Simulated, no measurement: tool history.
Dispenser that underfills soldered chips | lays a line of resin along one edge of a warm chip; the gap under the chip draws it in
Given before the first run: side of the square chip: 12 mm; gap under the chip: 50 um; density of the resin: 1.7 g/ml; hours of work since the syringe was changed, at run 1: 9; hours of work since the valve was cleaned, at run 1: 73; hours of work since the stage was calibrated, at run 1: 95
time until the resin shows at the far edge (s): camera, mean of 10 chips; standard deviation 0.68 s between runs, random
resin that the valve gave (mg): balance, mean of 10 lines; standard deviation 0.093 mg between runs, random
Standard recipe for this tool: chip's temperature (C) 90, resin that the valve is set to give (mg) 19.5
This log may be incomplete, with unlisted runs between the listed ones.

run,hour,chip's temperature (C),resin that the valve is set to give (mg),hours of work since the syringe was changed,hours of work since the valve was cleaned,hours of work since the stage was calibrated,time until the resin shows at the far edge (s),resin that the valve gave (mg)
1,0,90,19.5,9,73,95,105.9,18.22
# hour 2.6: new syringe of resin
2,7.8,90,19.5,4,79,101,79.1,18.28
3,13.6,95,19.5,9,84,106,83.4,17.97
# hour 16.9: new syringe of resin
4,17.8,95,19.5,1,87,109,50.6,18.22
5,23.6,90,22.7,5,91,113,80.2,21
# hour 31.1: new syringe of resin
6,31.2,90,18.8,0,97,119,61,17.16
7,34.8,90,18.8,3,100,122,74.1,17.22
8,40.7,90,18.8,7,104,126,95.8,16.85
# hour 43.7: dispensing valve cleaned and set on the balance
9,45.2,90,18.6,10,1,129,112.7,18.56
# hour 46.3: new syringe of resin
10,49.5,90,19.5,2,4,132,70.6,19.38
11,57.5,90,19.5,9,11,138,101.4,19.27
# hour 60.5: new syringe of resin
12,65,90,16.8,4,16,144,74.1,16.61
13,69.4,90,16.8,7,19,147,91.8,16.49
14,73.7,85,19.5,10,23,151,139.7,18.97
# hour 74.9: new syringe of resin
15,80.3,85,19.5,4,28,155,94.2,19.3
16,86.7,85,19.5,9,33,160,127.1,18.85
# hour 89.2: new syringe of resin
17,92.5,85,24.6,3,37,165,85.1,23.89
18,96.9,85,24.6,6,40,168,107,23.88
19,102.8,100,23,11,45,173,73.8,22.3
# hour 103.4: new syringe of resin
20,107.1,100,23,3,48,176,44.7,22.12
21,114.5,100,23,9,54,182,63.7,21.86
# hour 118: new syringe of resin
22,120,99,22.9,2,58,186,43.4,21.87
23,124.9,99,22.9,5,62,189,54.1,21.75
24,129.3,102,22.7,9,65,193,59.4,21.48
# hour 132.3: new syringe of resin
25,135.9,87,22.1,3,70,198,77.4,20.72
26,140.1,87,22.1,6,73,201,93.9,20.84
27,145.8,90,19.3,11,78,205,110.8,18.11
# hour 146.7: new syringe of resin
28,149.5,90,19.3,2,80,208,68.1,18.02
29,154.8,77,21.6,6,84,212,152.9,20.15
30,159.2,77,20.4,10,88,216,190.9,19.07
# hour 160.9: new syringe of resin
31,163.7,76,19.5,2,91,219,125.1,17.81
32,170,88,19.9,7,96,224,97.5,18.18
33,173.6,79,18.5,10,99,227,173.6,16.99
# hour 175.1: new syringe of resin
34,181.9,95,17.5,5,105,233,66.5,16.08
# hour 183.6: dispensing valve cleaned and set on the balance
35,186.4,95,17.5,8,2,235,78.3,17.46

A few steps of time until the resin shows at the far edge (s) between consecutive runs. Split each: what settings, incoming material and random variation would produce without the hidden state, and what is left over for the hidden state, along with gauge scatter present in only one of the two compared results (measured, and without hidden state):
The tool's hidden condition here consists of: resin's viscosity, % of fresh resin's; dose that the valve gives, % of what is set; true chip temperature over the reading, C; drift of the gauge itself on fill_s, %; drift of the gauge itself on given_mg, %.
Run 14 -> 15: new syringe of resin. time until the resin shows at the far edge (s) -45.5: hidden state -44.8, all else -0.7.
Run 28 -> 29: chip's temperature (C) 90 -> 77, resin that the valve is set to give (mg) 19.3 -> 21.6. time until the resin shows at the far edge (s) +84.8: hidden state +38, all else +46.8.
Run 30 -> 31: chip's temperature (C) 77 -> 76, resin that the valve is set to give (mg) 20.4 -> 19.5, new syringe of resin. time until the resin shows at the far edge (s) -65.8: hidden state -73, all else +7.2.
Run 32 -> 33: chip's temperature (C) 88 -> 79, resin that the valve is set to give (mg) 19.9 -> 18.5. time until the resin shows at the far edge (s) +76.1: hidden state +42.6, all else +33.5.
Run 33 -> 34: chip's temperature (C) 79 -> 95, resin that the valve is set to give (mg) 18.5 -> 17.5, new syringe of resin. time until the resin shows at the far edge (s) -107.1: hidden state -55.4, all else -51.7.
